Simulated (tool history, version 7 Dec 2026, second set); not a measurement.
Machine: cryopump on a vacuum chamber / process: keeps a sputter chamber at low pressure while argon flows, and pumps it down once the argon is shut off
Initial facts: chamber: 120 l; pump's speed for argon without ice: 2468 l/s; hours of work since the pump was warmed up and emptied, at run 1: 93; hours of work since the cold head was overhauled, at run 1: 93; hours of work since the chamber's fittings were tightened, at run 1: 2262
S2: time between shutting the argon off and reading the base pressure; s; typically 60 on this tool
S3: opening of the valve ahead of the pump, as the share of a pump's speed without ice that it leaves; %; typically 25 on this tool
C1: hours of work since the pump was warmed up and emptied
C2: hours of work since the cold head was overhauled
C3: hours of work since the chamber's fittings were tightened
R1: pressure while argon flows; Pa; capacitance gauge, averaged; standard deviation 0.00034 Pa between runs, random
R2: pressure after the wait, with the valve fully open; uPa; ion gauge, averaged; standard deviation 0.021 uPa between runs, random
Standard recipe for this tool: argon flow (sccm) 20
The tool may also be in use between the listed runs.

{"run": 1, "day": 0.0, "argon flow (sccm)": 20, "S2": 60, "S3": 25, "C1": 93, "C2": 93, "C3": 2262, "R1": 0.0551, "R2": 1.5}
{"run": 2, "day": 0.583, "argon flow (sccm)": 20, "S2": 60, "S3": 25, "C1": 105, "C2": 105, "C3": 2274, "R1": 0.0553, "R2": 1.5}
{"run": 3, "day": 1.125, "argon flow (sccm)": 20, "S2": 60, "S3": 25, "C1": 116, "C2": 116, "C3": 2285, "R1": 0.0556, "R2": 1.5}
{"run": 4, "day": 1.792, "argon flow (sccm)": 9, "S2": 60, "S3": 25, "C1": 130, "C2": 130, "C3": 2299, "R1": 0.0252, "R2": 1.56}
{"run": 5, "day": 2.371, "argon flow (sccm)": 9, "S2": 60, "S3": 25, "C1": 142, "C2": 142, "C3": 2311, "R1": 0.0252, "R2": 1.61}
{"run": 6, "day": 2.879, "argon flow (sccm)": 9, "S2": 78, "S3": 25, "C1": 153, "C2": 153, "C3": 2322, "R1": 0.0252, "R2": 1.5}
{"run": 7, "day": 3.679, "argon flow (sccm)": 20, "S2": 60, "S3": 25, "C1": 170, "C2": 170, "C3": 2339, "R1": 0.0557, "R2": 1.62}
{"run": 8, "day": 4.483, "argon flow (sccm)": 21, "S2": 60, "S3": 25, "C1": 187, "C2": 187, "C3": 2356, "R1": 0.0587, "R2": 1.63}
{"run": 9, "day": 5.042, "argon flow (sccm)": 21, "S2": 60, "S3": 25, "C1": 198, "C2": 198, "C3": 2367, "R1": 0.059, "R2": 1.65}
{"run": 10, "day": 5.588, "argon flow (sccm)": 21, "S2": 81, "S3": 20, "C1": 210, "C2": 210, "C3": 2379, "R1": 0.0732, "R2": 1.59}
{"run": 11, "day": 6.179, "argon flow (sccm)": 21, "S2": 31, "S3": 28, "C1": 222, "C2": 222, "C3": 2391, "R1": 0.0528, "R2": 1.9}
{"run": 12, "day": 6.608, "argon flow (sccm)": 26, "S2": 188, "S3": 26, "C1": 231, "C2": 231, "C3": 2400, "R1": 0.0707, "R2": 1.56}
{"run": 13, "day": 7.004, "argon flow (sccm)": 20, "S2": 60, "S3": 50, "C1": 240, "C2": 240, "C3": 2409, "R1": 0.0289, "R2": 1.69}
{"run": 14, "day": 7.367, "argon flow (sccm)": 21, "S2": 210, "S3": 34, "C1": 247, "C2": 247, "C3": 2416, "R1": 0.0437, "R2": 1.56}
{"run": 15, "day": 8.054, "argon flow (sccm)": 11, "S2": 32, "S3": 40, "C1": 262, "C2": 262, "C3": 2431, "R1": 0.0205, "R2": 1.84}
{"run": 16, "day": 8.467, "argon flow (sccm)": 11, "S2": 32, "S3": 40, "C1": 270, "C2": 270, "C3": 2439, "R1": 0.0196, "R2": 1.88}
{"run": 17, "day": 9.112, "argon flow (sccm)": 11, "S2": 32, "S3": 40, "C1": 284, "C2": 284, "C3": 2453, "R1": 0.0202, "R2": 1.92}

Below are 3 alternative next runs, each starting from the tool's condition after run 17. Predict each:
{"run": "A", "day": 9.9, "argon flow (sccm)": 12, "S2": 32, "S3": 56, "C1": 300, "C2": 300, "C3": 2469, "R1": "?", "R2": "?"}
{"run": "B", "day": 9.9, "argon flow (sccm)": 11, "S2": 56, "S3": 39, "C1": 300, "C2": 300, "C3": 2469, "R1": "?", "R2": "?"}
{"run": "C", "day": 9.9, "argon flow (sccm)": 24, "S2": 203, "S3": 28, "C1": 300, "C2": 300, "C3": 2469, "R1": "?", "R2": "?"}

run=A R1=0.016 R2=1.98
run=B R1=0.0196 R2=1.84
run=C R1=0.0616 R2=1.62
With the hidden condition removed and each run's random variation left untouched, the same runs would have given:
run=A R1=0.0147 R2=0.52
run=B R1=0.0184 R2=0.37
run=C R1=0.059 R2=0.2

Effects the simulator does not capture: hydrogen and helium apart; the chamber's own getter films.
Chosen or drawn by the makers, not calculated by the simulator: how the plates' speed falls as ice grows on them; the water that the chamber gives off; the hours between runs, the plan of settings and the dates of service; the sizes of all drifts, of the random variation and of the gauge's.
